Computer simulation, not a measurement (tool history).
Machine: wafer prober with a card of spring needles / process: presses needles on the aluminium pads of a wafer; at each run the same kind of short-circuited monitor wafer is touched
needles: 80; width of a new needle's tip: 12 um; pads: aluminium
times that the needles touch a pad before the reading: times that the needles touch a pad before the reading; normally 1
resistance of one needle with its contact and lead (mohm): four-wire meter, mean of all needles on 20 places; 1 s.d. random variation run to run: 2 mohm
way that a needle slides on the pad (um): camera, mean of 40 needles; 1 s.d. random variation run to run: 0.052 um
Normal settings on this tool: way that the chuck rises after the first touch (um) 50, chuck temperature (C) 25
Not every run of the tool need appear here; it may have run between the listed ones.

run,day,way that the chuck rises after the first touch (um),chuck temperature (C),times that the needles touch a pad before the reading,resistance of one needle with its contact and lead (mohm),way that a needle slides on the pad (um)
1,0,50,25,1,210,8.42
# day 1.342: tips cleaned on abrasive film
2,1.854,35,25,1,217,5.82
3,3.358,50,89,1,226,8.4
# day 3.642: tips cleaned on abrasive film
4,4.679,50,89,1,230,8.36
# day 5.812: tips cleaned on abrasive film
5,5.975,33,25,1,214,5.56
6,7.288,50,25,1,207,8.3
# day 8.125: tips cleaned on abrasive film
7,9.333,50,25,1,206,8.42
# day 10.292: tips cleaned on abrasive film
8,10.988,50,25,1,212,8.37
9,12.262,50,25,1,214,8.32
# day 12.533: tips cleaned on abrasive film
10,13.612,50,25,1,212,8.3
# day 14.704: tips cleaned on abrasive film
11,15.196,50,25,1,213,8.38
12,16.788,49,27,2,211,8.26
# day 16.946: tips cleaned on abrasive film
13,18.475,50,26,1,215,8.29
# day 19.133: tips cleaned on abrasive film
14,20.246,50,26,1,214,8.37
# day 21.396: tips cleaned on abrasive film
15,21.833,42,69,1,226,6.97
# day 23.558: tips cleaned on abrasive film
16,23.792,43,47,1,217,7.35
17,25.696,35,33,1,218,5.94
# day 25.879: tips cleaned on abrasive film
18,26.762,33,72,2,230,5.5
19,28.029,39,28,1,215,6.45
# day 28.133: tips cleaned on abrasive film
20,28.975,33,56,2,224,5.54
# day 30.392: tips cleaned on abrasive film
21,30.479,47,56,2,220,7.87
22,31.896,47,56,2,221,7.91

Consider 3 possible next runs. They are alternatives, not a sequence: every one starts from the tool as it was left by run 22. What does each give?
# day 32.625: tips cleaned on abrasive film
A,33.033,42,25,2,?,?
# day 32.625: tips cleaned on abrasive film
B,33.033,47,76,2,?,?
# day 32.625: tips cleaned on abrasive film
C,33.033,39,25,1,?,?

run,resistance of one needle with its contact and lead (mohm),way that a needle slides on the pad (um)
A,216,7.04
B,224,7.88
C,218,6.59
With the hidden condition removed and each run's random variation left untouched, the same runs would have given:
run,resistance of one needle with its contact and lead (mohm),way that a needle slides on the pad (um)
A,216,7.04
B,224,7.88
C,218,6.59
